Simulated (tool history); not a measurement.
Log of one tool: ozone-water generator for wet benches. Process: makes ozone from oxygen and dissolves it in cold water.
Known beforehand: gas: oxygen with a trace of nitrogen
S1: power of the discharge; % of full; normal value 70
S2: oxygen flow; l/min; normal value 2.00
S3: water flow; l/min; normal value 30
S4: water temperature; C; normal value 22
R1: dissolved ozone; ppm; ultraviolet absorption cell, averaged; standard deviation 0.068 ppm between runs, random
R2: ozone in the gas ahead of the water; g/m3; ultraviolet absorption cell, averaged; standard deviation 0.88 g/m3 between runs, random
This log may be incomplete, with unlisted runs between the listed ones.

run    hour  S1    S2  S3  S4    R1     R2
  1     0.0  70  2.00  30  22  4.49  140.4
  2    41.3  70  2.00  30  22  4.45  139.7
  3   101.2  70  2.00  20  22  6.87  137.2
  4   158.7  70  2.00  20  22  6.92  138.7
  5   200.5  70  2.00  20  22  6.87  138.0
  6   233.4  70  2.00  20  22  6.72  137.8
  7   278.9  70  2.00  20  22  6.93  137.9
  8   323.5  96  2.00  20  22  8.78  180.2
  9   367.7  96  2.00  20  22  9.08  180.8
 10   427.7  96  2.00  20  22  8.84  179.7
 11   465.5  70  2.00  21  22  6.45  136.9
 12   524.6  70  2.00  30  22  4.38  137.4
 13   588.3  70  2.00  30  22  4.41  136.3
 14   618.4  70  1.18  30  22  3.76  178.4
 15   669.1  70  2.00  29  22  4.57  136.2
 16   717.5  70  2.00  29  22  4.58  134.9
 17   781.2  70  1.49  29  15  4.29  157.6
 18   843.8  70  1.49  45  23  2.45  157.9
 19   899.2  70  1.64  19  28  6.50  151.0
 20   947.0  57  2.34  38  27  2.75  105.9
 21   999.7  88  2.00  30  22  5.32  163.4
 22  1040.5  88  2.00  30  16  5.56  163.7
 23  1095.3  76  1.47  30  21  4.21  169.6
 24  1141.5  76  1.47  30  21  4.10  170.8
 25  1167.7  70  2.16  30  17  4.67  130.5

What does the tool deliver on the next run?
 26  1218.8  70  2.16  30  17   ?   ?

R1: 4.59 ppm
R2: 130.1 g/m3
If the tool had no hidden condition, the same run with the same run-to-run variation would have returned R1 5.19 ppm, R2 139.7 g/m3.

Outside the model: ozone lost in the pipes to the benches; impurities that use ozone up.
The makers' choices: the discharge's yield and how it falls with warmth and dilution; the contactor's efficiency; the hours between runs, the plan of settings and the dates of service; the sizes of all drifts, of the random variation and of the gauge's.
